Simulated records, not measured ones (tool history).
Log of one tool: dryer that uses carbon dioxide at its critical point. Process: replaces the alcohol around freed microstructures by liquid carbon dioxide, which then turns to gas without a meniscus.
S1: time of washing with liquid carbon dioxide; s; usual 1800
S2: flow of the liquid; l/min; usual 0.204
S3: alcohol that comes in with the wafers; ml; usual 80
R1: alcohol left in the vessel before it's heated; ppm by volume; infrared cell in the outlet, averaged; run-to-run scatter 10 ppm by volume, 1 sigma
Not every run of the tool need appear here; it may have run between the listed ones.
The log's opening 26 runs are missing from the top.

{"run": 27, "day": 24.888, "S1": 1800, "S2": 0.241, "S3": 31, "R1": 112}
{"run": 28, "day": 26.104, "S1": 1800, "S2": 0.241, "S3": 31, "R1": 127}
{"run": 29, "day": 26.667, "S1": 1560, "S2": 0.204, "S3": 21, "R1": 334}
{"run": 30, "day": 27.4, "S1": 1620, "S2": 0.207, "S3": 101, "R1": 1311}
{"run": 31, "day": 28.208, "S1": 1620, "S2": 0.207, "S3": 101, "R1": 1391}
{"run": 32, "day": 29.129, "S1": 1140, "S2": 0.204, "S3": 80, "R1": 4044}
{"run": 33, "day": 30.4, "S1": 1140, "S2": 0.181, "S3": 80, "R1": 5818}
{"run": 34, "day": 31.288, "S1": 1260, "S2": 0.329, "S3": 43, "R1": 283}
{"run": 35, "day": 32.092, "S1": 1920, "S2": 0.24, "S3": 40, "R1": 138}
{"run": 36, "day": 33.4, "S1": 2340, "S2": 0.185, "S3": 31, "R1": 161}
{"run": 37, "day": 34.029, "S1": 2220, "S2": 0.164, "S3": 38, "R1": 426}
{"run": 38, "day": 34.712, "S1": 1800, "S2": 0.204, "S3": 53, "R1": 610}
{"run": 39, "day": 35.646, "S1": 1800, "S2": 0.146, "S3": 22, "R1": 867}
{"run": 40, "day": 36.7, "S1": 1800, "S2": 0.146, "S3": 22, "R1": 883}
{"run": 41, "day": 37.412, "S1": 1800, "S2": 0.146, "S3": 22, "R1": 880}
{"run": 42, "day": 38.479, "S1": 1800, "S2": 0.146, "S3": 22, "R1": 927}
{"run": 43, "day": 39.371, "S1": 1440, "S2": 0.176, "S3": 80, "R1": 3936}
{"run": 44, "day": 40.192, "S1": 2040, "S2": 0.33, "S3": 71, "R1": 52}
{"run": 45, "day": 40.892, "S1": 1740, "S2": 0.199, "S3": 45, "R1": 804}
{"run": 46, "day": 42.096, "S1": 1740, "S2": 0.199, "S3": 45, "R1": 822}

Each row is a separate what-if for the run after 46, all from the same tool condition, not one after another. Results?
{"run": "A", "day": 43.071, "S1": 1800, "S2": 0.204, "S3": 23, "R1": "?"}
{"run": "B", "day": 43.071, "S1": 1560, "S2": 0.296, "S3": 52, "R1": "?"}
{"run": "C", "day": 43.071, "S1": 1800, "S2": 0.204, "S3": 74, "R1": "?"}
{"run": "D", "day": 43.071, "S1": 2160, "S2": 0.253, "S3": 62, "R1": "?"}
{"run": "E", "day": 43.071, "S1": 1560, "S2": 0.128, "S3": 22, "R1": "?"}

run=A R1=357
run=B R1=311
run=C R1=1084
run=D R1=141
run=E R1=2160
Had the tool no hidden state, the same runs would have come out as:
run=A R1=174
run=B R1=132
run=C R1=555
run=D R1=43
run=E R1=1494
